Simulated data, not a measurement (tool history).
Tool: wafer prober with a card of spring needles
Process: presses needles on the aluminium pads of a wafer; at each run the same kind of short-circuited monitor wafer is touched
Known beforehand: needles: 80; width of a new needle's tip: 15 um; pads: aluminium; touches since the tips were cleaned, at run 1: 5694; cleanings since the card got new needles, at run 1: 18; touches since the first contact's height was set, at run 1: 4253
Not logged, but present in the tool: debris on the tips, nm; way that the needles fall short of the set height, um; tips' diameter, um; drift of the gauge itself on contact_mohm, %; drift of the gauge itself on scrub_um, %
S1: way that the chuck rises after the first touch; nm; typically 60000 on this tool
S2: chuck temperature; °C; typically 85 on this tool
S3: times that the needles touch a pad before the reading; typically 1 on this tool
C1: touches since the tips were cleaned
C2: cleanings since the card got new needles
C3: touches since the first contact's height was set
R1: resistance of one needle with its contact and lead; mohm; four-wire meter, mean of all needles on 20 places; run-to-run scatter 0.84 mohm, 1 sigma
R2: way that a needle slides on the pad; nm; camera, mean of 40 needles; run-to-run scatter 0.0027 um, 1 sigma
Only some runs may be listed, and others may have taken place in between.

run	hour	S1	S2	S3	C1	C2	C3	R1	R2
1	0.0	60000	85	1	5694	18	4253	141.5	8050
# hour 1.4: tips cleaned on abrasive film
2	13.7	60000	85	1	4665	19	9397	141.4	8045
# hour 17.4: tips cleaned on abrasive film
3	21.4	60000	85	1	1483	20	12258	141.7	8048
4	31.5	60000	85	1	5316	20	16091	141.7	8057
# hour 33.3: tips cleaned on abrasive film
5	39.3	60000	85	1	2285	21	19023	140.9	8050
# hour 49.2: tips cleaned on abrasive film
6	50.2	60000	115	1	376	22	23073	144.0	8045
7	60.6	60000	115	1	4344	22	27041	147.1	8048
# hour 64.8: tips cleaned on abrasive film
8	73.5	60000	115	1	3275	23	31853	146.1	8051
# hour 80.4: tips cleaned on abrasive film
9	86.6	60000	115	1	2371	24	36801	145.2	8046
# hour 96.2: tips cleaned on abrasive film
10	99.6	60000	115	1	1290	25	41674	146.2	8051
11	110.1	60000	115	1	5240	25	45624	146.4	8048
# hour 111.8: tips cleaned on abrasive film
12	117.8	60000	115	1	2262	26	48495	146.4	8048
# hour 127.9: tips cleaned on abrasive film
13	128.9	60000	115	1	390	27	52677	145.2	8051
14	137.1	60000	115	1	3472	27	55759	143.8	8048
# hour 143.8: tips cleaned on abrasive film
15	148.0	60000	115	1	1566	28	59854	143.9	8049
# hour 152.0: height of the first contact set anew
16	155.6	68000	102	2	4340	28	1354	144.5	9125
# hour 160.4: tips cleaned on abrasive film
17	163.8	59000	50	1	1286	29	4395	136.2	7912
18	169.6	59000	50	1	3487	29	6596	137.4	7915
# hour 175.7: tips cleaned on abrasive film
19	176.4	68000	55	2	264	30	9148	137.0	9124
20	188.7	68000	55	2	4905	30	13789	135.4	9121
# hour 191.4: tips cleaned on abrasive film
21	195.8	72000	42	1	1687	31	16458	133.4	9656

Predict each of these 5 candidate next runs independently; none follows another, all start after run 21:
A	202.0	41000	42	1	4020	31	18791	?	?
B	202.0	60000	85	2	4020	31	18791	?	?
C	202.0	47000	29	2	4020	31	18791	?	?
D	202.0	68000	123	1	4020	31	18791	?	?
E	202.0	60000	81	2	4020	31	18791	?	?

run	R1	R2
A	137.4	5502
B	141.9	8048
C	136.1	6304
D	148.0	9121
E	139.8	8049
The same runs, with their run-to-run variation unchanged, on a tool lacking any hidden condition would have given:
run	R1	R2
A	136.8	5503
B	141.6	8049
C	135.7	6305
D	147.8	9121
E	139.6	8050

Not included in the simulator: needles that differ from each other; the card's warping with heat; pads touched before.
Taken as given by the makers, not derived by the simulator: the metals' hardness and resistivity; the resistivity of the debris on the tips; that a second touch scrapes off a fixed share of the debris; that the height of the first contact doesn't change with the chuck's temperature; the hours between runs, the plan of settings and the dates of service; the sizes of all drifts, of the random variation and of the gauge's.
